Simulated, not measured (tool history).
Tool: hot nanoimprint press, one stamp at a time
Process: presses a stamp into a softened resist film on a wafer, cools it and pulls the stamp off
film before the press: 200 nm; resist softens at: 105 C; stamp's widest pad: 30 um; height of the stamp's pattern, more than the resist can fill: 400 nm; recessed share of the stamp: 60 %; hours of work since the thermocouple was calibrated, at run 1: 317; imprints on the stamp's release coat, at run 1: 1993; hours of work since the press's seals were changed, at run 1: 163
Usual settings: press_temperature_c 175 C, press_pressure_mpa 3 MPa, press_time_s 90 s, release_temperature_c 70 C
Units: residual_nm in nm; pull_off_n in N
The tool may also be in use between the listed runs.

run   hour  press_temperature_c  press_pressure_mpa  press_time_s  release_temperature_c  hours of work since the thermocouple was calibrated  imprints on the stamp's release coat  hours of work since the press's seals were changed  residual_nm  pull_off_n
  1      0                  175                   3            90                     70                                                  317                                  1993                                                 163        100.5         164
  2    7.3                  175                   3            90                     70                                                  321                                  2017                                                 167        101.9         153
  3   17.3                  175                   3            90                     70                                                  327                                  2050                                                 173        102.1         163
  4   21.9                  175                   3            47                     70                                                  329                                  2065                                                 175        126.3         156
  5   30.7                  175                   3            47                     70                                                  335                                  2094                                                 180        125.8         162
  6     35                  175                4.52            47                     70                                                  337                                  2109                                                 183          108         159
      44.4  -- stamp cleaned and given a new release coat
  7   48.6                  175                   3            90                     70                                                  341                                    14                                                 187          103         158
  8   54.2                  175                3.72            90                     70                                                  345                                    32                                                 190         92.3         164
  9   58.4                  175                   3            90                     69                                                  347                                    46                                                 193        101.8         160
 10   67.6                  163                   3            90                     70                                                  352                                    76                                                 198        161.7         157
 11     76                  163                   3            90                     70                                                  357                                   104                                                 203        163.4         162
 12   83.7                  182                   3            90                     70                                                  362                                   130                                                 208         73.4         159
 13   91.4                  182                   3            90                     70                                                  366                                   155                                                 212         72.8         162
 14   96.1                  182                   3            90                     70                                                  369                                   170                                                 215         72.3         156
 15  100.2                  175                   3            90                     70                                                  371                                   184                                                 217        102.5         164
 16  106.9                  186                   3            90                     70                                                  375                                   206                                                 221           60         159
 17  114.1                  175                2.53            90                     78                                                  379                                   230                                                 225        110.6         124
       120  -- plate thermocouple calibrated
 18  123.6                  175                2.53            90                     78                                                    2                                   251                                                 229        110.1         122
 19  133.3                  175                2.53            90                     78                                                    8                                   283                                                 234        108.8         118
 20  139.2                  175                4.31           119                     75                                                   11                                   303                                                 238         78.6         134
 21  144.5                  175                   3            94                     70                                                   14                                   320                                                 241        101.8         161
 22    152                  175                   3            94                     70                                                   18                                   345                                                 245         99.8         157
 23  160.2                  175                   3            94                     60                                                   23                                   372                                                 250          100         208
 24  168.2                  178                   3           159                     60                                                   28                                   398                                                 255         71.9         209
 25  176.2                  176                2.65            75                     70                                                   32                                   425                                                 259        107.7         155
 26  186.2                  175                   3            59                     70                                                   38                                   458                                                 265          117         156
 27    192                  175                   3            59                     70                                                   42                                   477                                                 268        117.7         159
 28  199.9                  175                2.32           159                     71                                                   46                                   503                                                 273         92.4         153
 29    208                  175                2.32           159                     71                                                   51                                   530                                                 277         93.8         154

Hidden state at the last listed run before each entry between runs and at the first one after, where it differs:
Between runs 6 and 7: stamp cleaned and given a new release coat (hour 44.4)
  grip of the stamp's worn release coat, % over a new coat's: 0.9 -> 0
Between runs 17 and 18: plate thermocouple calibrated (hour 120)
  true temperature over the reading, C: -0.01 -> 0
